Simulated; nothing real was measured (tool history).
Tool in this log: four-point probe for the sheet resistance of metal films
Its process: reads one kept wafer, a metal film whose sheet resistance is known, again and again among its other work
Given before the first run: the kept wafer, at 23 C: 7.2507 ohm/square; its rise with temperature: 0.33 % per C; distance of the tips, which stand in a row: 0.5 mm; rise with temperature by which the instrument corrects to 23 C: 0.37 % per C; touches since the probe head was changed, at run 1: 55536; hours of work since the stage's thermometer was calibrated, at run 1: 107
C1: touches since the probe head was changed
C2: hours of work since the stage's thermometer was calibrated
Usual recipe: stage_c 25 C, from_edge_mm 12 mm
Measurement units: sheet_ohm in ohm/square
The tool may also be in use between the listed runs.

run 1 hour=0 | stage_c=25 from_edge_mm=12 | C1=55536 C2=107 | sheet_ohm=7.198879
run 2 hour=13.4 | stage_c=22 from_edge_mm=12 | C1=55964 C2=114 | sheet_ohm=7.208105
run 3 hour=29.7 | stage_c=22 from_edge_mm=12 | C1=56487 C2=122 | sheet_ohm=7.205714
run 4 hour=42.3 | stage_c=22 from_edge_mm=12 | C1=56892 C2=128 | sheet_ohm=7.202639
run 5 hour=54.5 | stage_c=22 from_edge_mm=12 | C1=57280 C2=134 | sheet_ohm=7.204329
run 6 hour=69.7 | stage_c=22 from_edge_mm=12 | C1=57768 C2=141 | sheet_ohm=7.204699
run 7 hour=89.3 | stage_c=25 from_edge_mm=11 | C1=58395 C2=151 | sheet_ohm=7.198338
run 8 hour=107.3 | stage_c=25 from_edge_mm=11 | C1=58970 C2=160 | sheet_ohm=7.196812
run 9 hour=116.8 | stage_c=25 from_edge_mm=11 | C1=59273 C2=165 | sheet_ohm=7.195672
run 10 hour=134.9 | stage_c=25 from_edge_mm=11 | C1=59856 C2=174 | sheet_ohm=7.194183
run 11 hour=151.1 | stage_c=32 from_edge_mm=11 | C1=60372 C2=182 | sheet_ohm=7.179925
run 12 hour=171.3 | stage_c=32 from_edge_mm=11 | C1=61019 C2=192 | sheet_ohm=7.177771
run 13 hour=193.4 | stage_c=24 from_edge_mm=12 | C1=61726 C2=203 | sheet_ohm=7.197544
run 14 hour=214.8 | stage_c=26 from_edge_mm=12 | C1=62410 C2=213 | sheet_ohm=7.190024
-- hour=219.2 new probe head fitted
run 15 hour=230.8 | stage_c=34 from_edge_mm=12 | C1=372 C2=221 | sheet_ohm=7.210763
run 16 hour=249.3 | stage_c=34 from_edge_mm=12 | C1=963 C2=230 | sheet_ohm=7.213587
run 17 hour=269.3 | stage_c=25 from_edge_mm=20 | C1=1606 C2=240 | sheet_ohm=7.231534
run 18 hour=279.2 | stage_c=25 from_edge_mm=20 | C1=1921 C2=244 | sheet_ohm=7.228626
run 19 hour=293.8 | stage_c=25 from_edge_mm=20 | C1=2390 C2=252 | sheet_ohm=7.227369
run 20 hour=307.1 | stage_c=25 from_edge_mm=20 | C1=2814 C2=258 | sheet_ohm=7.228436
run 21 hour=318.3 | stage_c=18 from_edge_mm=20 | C1=3174 C2=264 | sheet_ohm=7.246811
run 22 hour=332.5 | stage_c=26 from_edge_mm=37 | C1=3629 C2=271 | sheet_ohm=7.220756
run 23 hour=353.5 | stage_c=26 from_edge_mm=37 | C1=4300 C2=281 | sheet_ohm=7.220107
run 24 hour=372 | stage_c=28 from_edge_mm=54 | C1=4893 C2=290 | sheet_ohm=7.216101
run 25 hour=390.4 | stage_c=23 from_edge_mm=30 | C1=5480 C2=299 | sheet_ohm=7.226953
run 26 hour=412.5 | stage_c=23 from_edge_mm=30 | C1=6188 C2=310 | sheet_ohm=7.228003
run 27 hour=431.5 | stage_c=24 from_edge_mm=6 | C1=6795 C2=320 | sheet_ohm=7.249308
run 28 hour=449.8 | stage_c=31 from_edge_mm=28 | C1=7382 C2=329 | sheet_ohm=7.206617
run 29 hour=463.6 | stage_c=31 from_edge_mm=28 | C1=7825 C2=336 | sheet_ohm=7.206851
run 30 hour=473.7 | stage_c=22 from_edge_mm=7 | C1=8147 C2=341 | sheet_ohm=7.246467
run 31 hour=487.6 | stage_c=22 from_edge_mm=7 | C1=8591 C2=347 | sheet_ohm=7.246557
run 32 hour=509.3 | stage_c=25 from_edge_mm=3 | C1=9287 C2=358 | sheet_ohm=7.324295
run 33 hour=524.6 | stage_c=29 from_edge_mm=5 | C1=9775 C2=366 | sheet_ohm=7.243278
run 34 hour=544.6 | stage_c=21 from_edge_mm=12 | C1=10418 C2=376 | sheet_ohm=7.234529
run 35 hour=554.5 | stage_c=19 from_edge_mm=12 | C1=10734 C2=380 | sheet_ohm=7.237501
run 36 hour=567.6 | stage_c=19 from_edge_mm=12 | C1=11151 C2=387 | sheet_ohm=7.23873
run 37 hour=582.4 | stage_c=29 from_edge_mm=10 | C1=11628 C2=394 | sheet_ohm=7.212036
run 38 hour=603 | stage_c=27 from_edge_mm=25 | C1=12287 C2=404 | sheet_ohm=7.210863
run 39 hour=614.1 | stage_c=27 from_edge_mm=25 | C1=12640 C2=410 | sheet_ohm=7.210283

Branching from run 39: 5 alternative next runs. What would each branch give?
run A hour=636.2 | stage_c=22 from_edge_mm=8 | C1=13348 C2=421 | sheet_ohm=?
run B hour=636.2 | stage_c=21 from_edge_mm=72 | C1=13348 C2=421 | sheet_ohm=?
run C hour=636.2 | stage_c=24 from_edge_mm=27 | C1=13348 C2=421 | sheet_ohm=?
run D hour=636.2 | stage_c=33 from_edge_mm=16 | C1=13348 C2=421 | sheet_ohm=?
run E hour=636.2 | stage_c=20 from_edge_mm=48 | C1=13348 C2=421 | sheet_ohm=?

run=A sheet_ohm=7.234927
run=B sheet_ohm=7.22248
run=C sheet_ohm=7.216202
run=D sheet_ohm=7.19736
run=E sheet_ohm=7.227454
Had the tool no hidden state, the same runs would have come out as:
run=A sheet_ohm=7.267322
run=B sheet_ohm=7.254829
run=C sheet_ohm=7.248508
run=D sheet_ohm=7.22954
run=E sheet_ohm=7.25983
